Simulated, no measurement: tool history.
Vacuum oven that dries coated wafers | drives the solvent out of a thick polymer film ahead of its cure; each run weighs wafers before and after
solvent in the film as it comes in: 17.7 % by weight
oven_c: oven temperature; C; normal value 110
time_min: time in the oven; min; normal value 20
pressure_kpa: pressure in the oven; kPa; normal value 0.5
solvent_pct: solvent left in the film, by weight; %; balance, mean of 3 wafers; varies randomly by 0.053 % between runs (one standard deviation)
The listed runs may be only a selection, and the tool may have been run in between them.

| run | hour | oven_c | time_min | pressure_kpa | solvent_pct |
|---|---|---|---|---|---|
| 1 | 0 | 110 | 20 | 0.5 | 1.87 |
| 2 | 13 | 110 | 20 | 0.5 | 1.83 |
| 3 | 29.9 | 110 | 20 | 0.5 | 1.92 |
| 4 | 56.2 | 110 | 20 | 0.5 | 1.7 |
| 5 | 70.4 | 110 | 20 | 0.5 | 1.79 |
| 6 | 89 | 110 | 32 | 0.5 | 0.86 |
| 7 | 103.4 | 110 | 32 | 0.5 | 0.85 |
|  | 127.9 | oven's thermocouples calibrated |
| 8 | 129.6 | 110 | 32 | 0.5 | 0.86 |
| 9 | 152.9 | 110 | 32 | 0.5 | 0.89 |
| 10 | 164.9 | 110 | 20 | 0.5 | 1.88 |
| 11 | 175.8 | 110 | 20 | 0.5 | 1.99 |
| 12 | 200.1 | 110 | 20 | 0.5 | 1.85 |
| 13 | 215.6 | 110 | 20 | 0.84 | 2.26 |
| 14 | 234.8 | 118 | 35 | 0.5 | 0.52 |
| 15 | 248 | 106 | 22 | 0.288 | 2.03 |
| 16 | 260.5 | 113 | 29 | 0.5 | 0.79 |
| 17 | 282 | 113 | 26 | 0.5 | 0.83 |
| 18 | 308 | 113 | 26 | 0.443 | 0.92 |
| 19 | 326.5 | 115 | 14 | 0.375 | 2.09 |
| 20 | 350.8 | 115 | 14 | 0.375 | 2.05 |
| 21 | 368.6 | 108 | 12 | 1.045 | 4.86 |
| 22 | 384.9 | 110 | 23 | 0.641 | 1.66 |
| 23 | 410.6 | 110 | 23 | 0.641 | 1.69 |
| 24 | 429.2 | 119 | 33 | 1.334 | 1.18 |

Below are 4 alternative next runs, each starting from the tool's condition after run 24. Predict each:
| A | 442.7 | 108 | 20 | 0.488 | ? |
| B | 442.7 | 119 | 33 | 1.771 | ? |
| C | 442.7 | 119 | 33 | 0.385 | ? |
| D | 442.7 | 110 | 26 | 0.5 | ? |

| run | solvent_pct |
|---|---|
| A | 2.19 |
| B | 1.6 |
| C | 0.42 |
| D | 1.25 |
With no hidden state in the tool, these same runs would have given:
| run | solvent_pct |
|---|---|
| A | 2.19 |
| B | 1.6 |
| C | 0.42 |
| D | 1.25 |
